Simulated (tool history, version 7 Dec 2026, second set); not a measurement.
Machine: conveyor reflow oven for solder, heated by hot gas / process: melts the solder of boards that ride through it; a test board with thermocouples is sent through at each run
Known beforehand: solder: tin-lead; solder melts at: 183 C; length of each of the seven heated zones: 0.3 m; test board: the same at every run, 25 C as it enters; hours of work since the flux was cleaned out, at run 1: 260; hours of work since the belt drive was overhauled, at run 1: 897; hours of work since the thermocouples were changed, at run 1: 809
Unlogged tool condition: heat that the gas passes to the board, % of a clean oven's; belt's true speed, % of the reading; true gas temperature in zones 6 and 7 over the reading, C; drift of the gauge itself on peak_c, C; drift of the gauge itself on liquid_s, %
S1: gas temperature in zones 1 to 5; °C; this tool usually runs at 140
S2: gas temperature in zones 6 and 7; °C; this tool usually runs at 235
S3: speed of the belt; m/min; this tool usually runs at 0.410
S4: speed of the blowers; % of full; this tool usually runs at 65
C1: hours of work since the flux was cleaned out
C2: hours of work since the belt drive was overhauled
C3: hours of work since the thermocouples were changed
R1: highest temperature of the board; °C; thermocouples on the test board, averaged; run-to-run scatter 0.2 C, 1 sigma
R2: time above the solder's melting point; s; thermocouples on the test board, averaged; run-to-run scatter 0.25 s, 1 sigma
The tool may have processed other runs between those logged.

Run 1, hour 0.0: usual settings; C1 260; C2 897; C3 809. Result: R1 210.0 °C, R2 57.9 s.
Run 2, hour 49.7: usual settings; C1 282; C2 920; C3 831. Result: R1 209.5 °C, R2 57.9 s.
Run 3, hour 84.4: usual settings; C1 297; C2 935; C3 846. Result: R1 209.6 °C, R2 57.7 s.
Run 4, hour 123.0: usual settings; C1 315; C2 952; C3 863. Result: R1 209.4 °C, R2 57.9 s.
Run 5, hour 165.5: usual settings; C1 333; C2 971; C3 882. Result: R1 209.3 °C, R2 57.5 s.
Run 6, hour 212.6: usual settings; C1 354; C2 992; C3 903. Result: R1 209.1 °C, R2 57.1 s.
Run 7, hour 251.7: usual settings; C1 372; C2 1009; C3 920. Result: R1 208.7 °C, R2 56.7 s.
At hour 275.1: flux residue cleaned out of gas plates and filters.
Run 8, hour 299.1: usual settings but S4 62 % of full; C1 11; C2 1028; C3 939. Result: R1 210.9 °C, R2 60.4 s.
Run 9, hour 340.2: usual settings but S4 62 % of full; C1 29; C2 1046; C3 958. Result: R1 211.3 °C, R2 60.6 s.
Run 10, hour 373.1: usual settings but S4 62 % of full; C1 43; C2 1061; C3 972. Result: R1 211.1 °C, R2 59.9 s.
At hour 381.2: belt drive overhauled, speed set with a stopwatch.
Run 11, hour 419.7: usual settings but S4 62 % of full; C1 62; C2 17; C3 991. Result: R1 211.2 °C, R2 60.8 s.
Run 12, hour 461.2: usual settings but S4 62 % of full; C1 81; C2 35; C3 1009. Result: R1 211.0 °C, R2 60.8 s.
Run 13, hour 488.9: usual settings; C1 93; C2 48; C3 1022. Result: R1 212.0 °C, R2 61.7 s.
At hour 509.3: belt drive overhauled, speed set with a stopwatch, once more.
Run 14, hour 515.0: usual settings; C1 103; C2 3; C3 1031. Result: R1 210.4 °C, R2 57.5 s.
Run 15, hour 564.2: usual settings; C1 125; C2 24; C3 1053. Result: R1 209.8 °C, R2 57.2 s.
Run 16, hour 590.1: usual settings but S2 228 °C; C1 136; C2 36; C3 1065. Result: R1 204.5 °C, R2 50.4 s.
Run 17, hour 623.8: usual settings but S2 239 °C, S4 56 % of full; C1 151; C2 51; C3 1080. Result: R1 209.5 °C, R2 56.0 s.
Run 18, hour 649.8: usual settings but S1 136 °C, S2 247 °C; C1 163; C2 62; C3 1091. Result: R1 218.1 °C, R2 63.9 s.
Run 19, hour 696.4: usual settings but S1 138 °C, S2 247 °C; C1 183; C2 83; C3 1112. Result: R1 218.6 °C, R2 65.8 s.
Run 20, hour 726.6: usual settings but S1 132 °C, S2 232 °C, S3 0.481 m/min; C1 197; C2 96; C3 1125. Result: R1 198.4 °C, R2 31.0 s.
Run 21, hour 766.4: usual settings but S1 132 °C, S2 232 °C, S3 0.481 m/min; C1 214; C2 114; C3 1143. Result: R1 198.3 °C, R2 30.6 s.
Run 22, hour 787.0: usual settings but S1 132 °C, S2 232 °C, S3 0.481 m/min; C1 223; C2 123; C3 1152. Result: R1 198.3 °C, R2 30.5 s.
Run 23, hour 830.4: usual settings but S1 138 °C, S3 0.393 m/min, S4 69 % of full; C1 243; C2 142; C3 1171. Result: R1 211.9 °C, R2 61.1 s.
Run 24, hour 854.2: usual settings but S1 138 °C, S3 0.393 m/min, S4 69 % of full; C1 253; C2 153; C3 1182. Result: R1 211.4 °C, R2 60.8 s.
Run 25, hour 896.5: usual settings but S1 135 °C, S3 0.393 m/min, S4 69 % of full; C1 272; C2 172; C3 1201. Result: R1 210.8 °C, R2 59.0 s.
Run 26, hour 920.7: usual settings but S1 132 °C, S2 241 °C, S3 0.394 m/min, S4 56 % of full; C1 283; C2 182; C3 1211. Result: R1 209.3 °C, R2 54.9 s.
Run 27, hour 940.9: usual settings but S1 144 °C, S4 74 % of full; C1 292; C2 191; C3 1220. Result: R1 212.2 °C, R2 62.2 s.
Run 28, hour 979.0: usual settings but S1 128 °C; C1 308; C2 208; C3 1237. Result: R1 205.1 °C, R2 46.9 s.
Run 29, hour 1005.2: usual settings but S1 128 °C; C1 320; C2 220; C3 1249. Result: R1 205.5 °C, R2 47.0 s.
Run 30, hour 1042.4: usual settings but S1 128 °C, S3 0.357 m/min; C1 337; C2 236; C3 1265. Result: R1 210.8 °C, R2 62.7 s.

What if the next run were any one of these 5? Each begins from the tool's condition after run 30:
Run A, hour 1077.0: usual settings but S1 150 °C, S3 0.363 m/min, S4 88 % of full; C1 352; C2 252; C3 1281. Result: R1 ?, R2 ?.
Run B, hour 1077.0: usual settings but S1 128 °C, S2 248 °C, S3 0.357 m/min, S4 70 % of full; C1 352; C2 252; C3 1281. Result: R1 ?, R2 ?.
Run C, hour 1077.0: usual settings but S3 0.459 m/min, S4 71 % of full; C1 352; C2 252; C3 1281. Result: R1 ?, R2 ?.
Run D, hour 1077.0: usual settings but S1 128 °C, S2 229 °C, S3 0.357 m/min; C1 352; C2 252; C3 1281. Result: R1 ?, R2 ?.
Run E, hour 1077.0: usual settings but S1 135 °C, S2 249 °C; C1 352; C2 252; C3 1281. Result: R1 ?, R2 ?.

run     R1    R2
  A  219.5  83.4
  B  223.0  76.7
  C  205.6  45.6
  D  206.2  56.1
  E  217.6  62.8
Stripped of hidden state, with their random variation kept, the same runs would have yielded:
run     R1    R2
  A  223.7  86.8
  B  227.9  81.0
  C  210.4  51.5
  D  210.6  62.7
  E  222.6  67.3

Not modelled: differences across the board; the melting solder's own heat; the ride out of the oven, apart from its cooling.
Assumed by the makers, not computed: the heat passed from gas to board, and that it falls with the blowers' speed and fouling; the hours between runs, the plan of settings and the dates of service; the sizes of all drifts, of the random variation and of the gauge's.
